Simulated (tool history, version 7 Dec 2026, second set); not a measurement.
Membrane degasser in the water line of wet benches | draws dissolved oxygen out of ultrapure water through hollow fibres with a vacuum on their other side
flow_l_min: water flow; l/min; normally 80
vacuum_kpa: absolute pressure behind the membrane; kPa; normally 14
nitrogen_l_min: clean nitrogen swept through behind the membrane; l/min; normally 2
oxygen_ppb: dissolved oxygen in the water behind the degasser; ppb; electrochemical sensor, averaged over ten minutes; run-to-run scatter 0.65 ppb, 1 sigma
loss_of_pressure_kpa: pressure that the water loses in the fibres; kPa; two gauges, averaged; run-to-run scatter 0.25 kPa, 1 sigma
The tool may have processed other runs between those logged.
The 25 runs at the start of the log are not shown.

-- day=137.267 vacuum gauge calibrated
run 26 day=143.083 | flow_l_min=105 vacuum_kpa=20.6 nitrogen_l_min=3.69 | oxygen_ppb=952.6 loss_of_pressure_kpa=87.09
run 27 day=147.858 | flow_l_min=105 vacuum_kpa=10.1 nitrogen_l_min=3.69 | oxygen_ppb=406.3 loss_of_pressure_kpa=87.13
run 28 day=151.638 | flow_l_min=80 vacuum_kpa=25.3 nitrogen_l_min=1.02 | oxygen_ppb=2307.1 loss_of_pressure_kpa=66.09
run 29 day=158.212 | flow_l_min=54 vacuum_kpa=31.6 nitrogen_l_min=3.19 | oxygen_ppb=974.5 loss_of_pressure_kpa=44.84
run 30 day=163.367 | flow_l_min=54 vacuum_kpa=31.6 nitrogen_l_min=3.19 | oxygen_ppb=973.4 loss_of_pressure_kpa=44.81
run 31 day=167.788 | flow_l_min=54 vacuum_kpa=31.6 nitrogen_l_min=3.19 | oxygen_ppb=972.9 loss_of_pressure_kpa=44.65
run 32 day=175.146 | flow_l_min=119 vacuum_kpa=31.6 nitrogen_l_min=3.19 | oxygen_ppb=1769.8 loss_of_pressure_kpa=98.23
run 33 day=182.275 | flow_l_min=63 vacuum_kpa=8.9 nitrogen_l_min=2.07 | oxygen_ppb=353.9 loss_of_pressure_kpa=51.97

Each row is a separate what-if for the run after 33, all from the same tool condition, not one after another. Results?
run A day=186.942 | flow_l_min=57 vacuum_kpa=8.9 nitrogen_l_min=2.07 | oxygen_ppb=? loss_of_pressure_kpa=?
run B day=186.942 | flow_l_min=80 vacuum_kpa=17 nitrogen_l_min=2 | oxygen_ppb=? loss_of_pressure_kpa=?
run C day=186.942 | flow_l_min=79 vacuum_kpa=12.5 nitrogen_l_min=2.11 | oxygen_ppb=? loss_of_pressure_kpa=?

run=A oxygen_ppb=325.5 loss_of_pressure_kpa=46.78
run=B oxygen_ppb=998.6 loss_of_pressure_kpa=66.26
run=C oxygen_ppb=662.6 loss_of_pressure_kpa=65.05
With the hidden condition removed and each run's random variation left untouched, the same runs would have given:
run=A oxygen_ppb=325.4 loss_of_pressure_kpa=47.82
run=B oxygen_ppb=998.5 loss_of_pressure_kpa=67.72
run=C oxygen_ppb=662.6 loss_of_pressure_kpa=66.49

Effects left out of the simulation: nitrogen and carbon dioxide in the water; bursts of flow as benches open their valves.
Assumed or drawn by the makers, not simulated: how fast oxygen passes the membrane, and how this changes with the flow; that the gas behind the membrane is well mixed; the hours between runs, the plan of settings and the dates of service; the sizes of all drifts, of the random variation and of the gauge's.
